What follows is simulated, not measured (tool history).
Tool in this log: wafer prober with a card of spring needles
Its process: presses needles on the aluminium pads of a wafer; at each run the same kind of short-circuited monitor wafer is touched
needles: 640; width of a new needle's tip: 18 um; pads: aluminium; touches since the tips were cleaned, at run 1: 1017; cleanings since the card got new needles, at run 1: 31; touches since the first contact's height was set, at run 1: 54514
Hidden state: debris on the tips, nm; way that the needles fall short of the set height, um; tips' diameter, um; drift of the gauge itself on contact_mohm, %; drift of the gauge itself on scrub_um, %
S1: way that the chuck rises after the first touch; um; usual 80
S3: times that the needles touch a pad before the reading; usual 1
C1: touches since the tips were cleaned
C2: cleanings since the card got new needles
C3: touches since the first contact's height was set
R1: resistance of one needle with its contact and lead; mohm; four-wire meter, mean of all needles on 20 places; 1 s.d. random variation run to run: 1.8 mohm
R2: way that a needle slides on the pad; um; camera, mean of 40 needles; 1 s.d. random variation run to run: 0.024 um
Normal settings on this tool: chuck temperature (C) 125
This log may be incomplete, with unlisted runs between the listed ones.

run 1 day=0.000 | S1=80 chuck_temperature_(C)=125 S3=1 | C1=1017 C2=31 C3=54514 | R1=232 R2=20.32
-- day=0.238 tips cleaned on abrasive film
run 2 day=0.367 | S1=80 chuck_temperature_(C)=125 S3=1 | C1=1888 C2=32 C3=59842 | R1=258 R2=20.33
-- day=0.562 tips cleaned on abrasive film
-- day=0.883 tips cleaned on abrasive film
run 3 day=0.925 | S1=80 chuck_temperature_(C)=125 S3=1 | C1=652 C2=34 C3=67888 | R1=219 R2=20.23
-- day=1.200 tips cleaned on abrasive film
run 4 day=1.500 | S1=80 chuck_temperature_(C)=44 S3=1 | C1=4351 C2=35 C3=76200 | R1=283 R2=20.23
-- day=1.546 tips cleaned on abrasive film
-- day=1.867 tips cleaned on abrasive film
run 5 day=1.983 | S1=80 chuck_temperature_(C)=44 S3=1 | C1=1704 C2=37 C3=83190 | R1=244 R2=20.16
-- day=2.200 tips cleaned on abrasive film
run 6 day=2.433 | S1=80 chuck_temperature_(C)=125 S3=2 | C1=3399 C2=38 C3=89700 | R1=243 R2=20.10
-- day=2.533 tips cleaned on abrasive film
-- day=2.858 tips cleaned on abrasive film
run 7 day=3.025 | S1=80 chuck_temperature_(C)=125 S3=2 | C1=2428 C2=40 C3=98214 | R1=230 R2=20.08
-- day=3.175 tips cleaned on abrasive film
-- day=3.508 tips cleaned on abrasive film
run 8 day=3.533 | S1=80 chuck_temperature_(C)=117 S3=1 | C1=386 C2=42 C3=105569 | R1=211 R2=20.01
-- day=3.683 height of the first contact set anew
-- day=3.825 tips cleaned on abrasive film
run 9 day=4.117 | S1=80 chuck_temperature_(C)=72 S3=1 | C1=4261 C2=43 C3=6303 | R1=283 R2=20.59
-- day=4.175 tips cleaned on abrasive film
run 10 day=4.421 | S1=61 chuck_temperature_(C)=125 S3=1 | C1=3586 C2=44 C3=10659 | R1=353 R2=15.63
-- day=4.529 tips cleaned on abrasive film
run 11 day=4.775 | S1=80 chuck_temperature_(C)=86 S3=1 | C1=3593 C2=45 C3=15805 | R1=281 R2=20.47
-- day=4.871 tips cleaned on abrasive film
-- day=5.175 tips cleaned on abrasive film
run 12 day=5.371 | S1=80 chuck_temperature_(C)=86 S3=1 | C1=2849 C2=47 C3=24398 | R1=274 R2=20.44
-- day=5.512 tips cleaned on abrasive film
run 13 day=5.754 | S1=80 chuck_temperature_(C)=86 S3=1 | C1=3523 C2=48 C3=29952 | R1=282 R2=20.42
-- day=5.838 tips cleaned on abrasive film
run 14 day=6.025 | S1=80 chuck_temperature_(C)=86 S3=1 | C1=2710 C2=49 C3=33851 | R1=268 R2=20.35
-- day=6.188 tips cleaned on abrasive film
run 15 day=6.338 | S1=70 chuck_temperature_(C)=125 S3=1 | C1=2183 C2=50 C3=38364 | R1=288 R2=17.80
-- day=6.525 tips cleaned on abrasive film
-- day=6.850 tips cleaned on abrasive film
run 16 day=6.933 | S1=80 chuck_temperature_(C)=125 S3=1 | C1=1201 C2=52 C3=46977 | R1=241 R2=20.27
-- day=7.188 tips cleaned on abrasive film
run 17 day=7.475 | S1=85 chuck_temperature_(C)=100 S3=1 | C1=4210 C2=53 C3=54845 | R1=279 R2=21.57
-- day=7.525 tips cleaned on abrasive film
-- day=7.850 tips cleaned on abrasive film
run 18 day=8.088 | S1=67 chuck_temperature_(C)=61 S3=1 | C1=3451 C2=55 C3=63679 | R1=330 R2=16.89
-- day=8.192 tips cleaned on abrasive film
run 19 day=8.400 | S1=84 chuck_temperature_(C)=94 S3=2 | C1=3095 C2=56 C3=68219 | R1=236 R2=21.22
-- day=8.508 tips cleaned on abrasive film
-- day=8.829 tips cleaned on abrasive film
run 20 day=8.904 | S1=91 chuck_temperature_(C)=125 S3=1 | C1=1092 C2=58 C3=75463 | R1=227 R2=23.00
-- day=9.167 tips cleaned on abrasive film
run 21 day=9.242 | S1=91 chuck_temperature_(C)=125 S3=1 | C1=1101 C2=59 C3=80321 | R1=225 R2=22.94
-- day=9.471 tips cleaned on abrasive film
run 22 day=9.592 | S1=91 chuck_temperature_(C)=97 S3=1 | C1=1729 C2=60 C3=85376 | R1=241 R2=22.96
-- day=9.792 tips cleaned on abrasive film
-- day=10.121 tips cleaned on abrasive film
run 23 day=10.179 | S1=91 chuck_temperature_(C)=97 S3=1 | C1=824 C2=62 C3=93863 | R1=209 R2=22.85
-- day=10.442 tips cleaned on abrasive film
run 24 day=10.712 | S1=80 chuck_temperature_(C)=45 S3=1 | C1=3943 C2=63 C3=101594 | R1=302 R2=19.99
-- day=10.762 tips cleaned on abrasive film
run 25 day=11.025 | S1=80 chuck_temperature_(C)=45 S3=1 | C1=3893 C2=64 C3=106150 | R1=298 R2=20.03
-- day=11.096 tips cleaned on abrasive film
-- day=11.146 height of the first contact set anew
-- day=11.438 tips cleaned on abrasive film
run 26 day=11.629 | S1=80 chuck_temperature_(C)=28 S3=2 | C1=2798 C2=66 C3=7025 | R1=230 R2=20.56
-- day=11.767 tips cleaned on abrasive film
run 27 day=11.996 | S1=82 chuck_temperature_(C)=28 S3=2 | C1=3355 C2=67 C3=12357 | R1=231 R2=21.01
-- day=12.088 tips cleaned on abrasive film
-- day=12.417 tips cleaned on abrasive film
run 28 day=12.546 | S1=82 chuck_temperature_(C)=28 S3=2 | C1=1892 C2=69 C3=20231 | R1=218 R2=21.01
-- day=12.754 tips cleaned on abrasive film
run 29 day=12.988 | S1=82 chuck_temperature_(C)=28 S3=2 | C1=3435 C2=70 C3=26663 | R1=234 R2=20.95
-- day=13.104 tips cleaned on abrasive film
-- day=13.429 tips cleaned on abrasive film
run 30 day=13.442 | S1=62 chuck_temperature_(C)=125 S3=1 | C1=172 C2=72 C3=33185 | R1=233 R2=15.75
-- day=13.750 tips cleaned on abrasive film
run 31 day=13.962 | S1=66 chuck_temperature_(C)=74 S3=2 | C1=3073 C2=73 C3=40729 | R1=284 R2=16.77
-- day=14.079 tips cleaned on abrasive film
-- day=14.392 tips cleaned on abrasive film
run 32 day=14.404 | S1=66 chuck_temperature_(C)=74 S3=2 | C1=162 C2=75 C3=47091 | R1=207 R2=16.72

Here are 4 independent what-if runs from the current tool condition. What would each one return?
-- day=14.708 tips cleaned on abrasive film
run A day=14.971 | S1=80 chuck_temperature_(C)=125 S3=1 | C1=3841 C2=76 C3=55301 | R1=? R2=?
-- day=14.708 tips cleaned on abrasive film
run B day=14.971 | S1=76 chuck_temperature_(C)=125 S3=2 | C1=3841 C2=76 C3=55301 | R1=? R2=?
-- day=14.708 tips cleaned on abrasive film
run C day=14.971 | S1=66 chuck_temperature_(C)=47 S3=3 | C1=3841 C2=76 C3=55301 | R1=? R2=?
-- day=14.708 tips cleaned on abrasive film
run D day=14.971 | S1=78 chuck_temperature_(C)=77 S3=1 | C1=3841 C2=76 C3=55301 | R1=? R2=?

run=A R1=299 R2=20.29
run=B R1=263 R2=19.26
run=C R1=244 R2=16.68
run=D R1=298 R2=19.78
Without the tool's hidden state the same runs would have given:
run=A R1=185 R2=20.56
run=B R1=186 R2=19.53
run=C R1=174 R2=16.95
run=D R1=171 R2=20.05
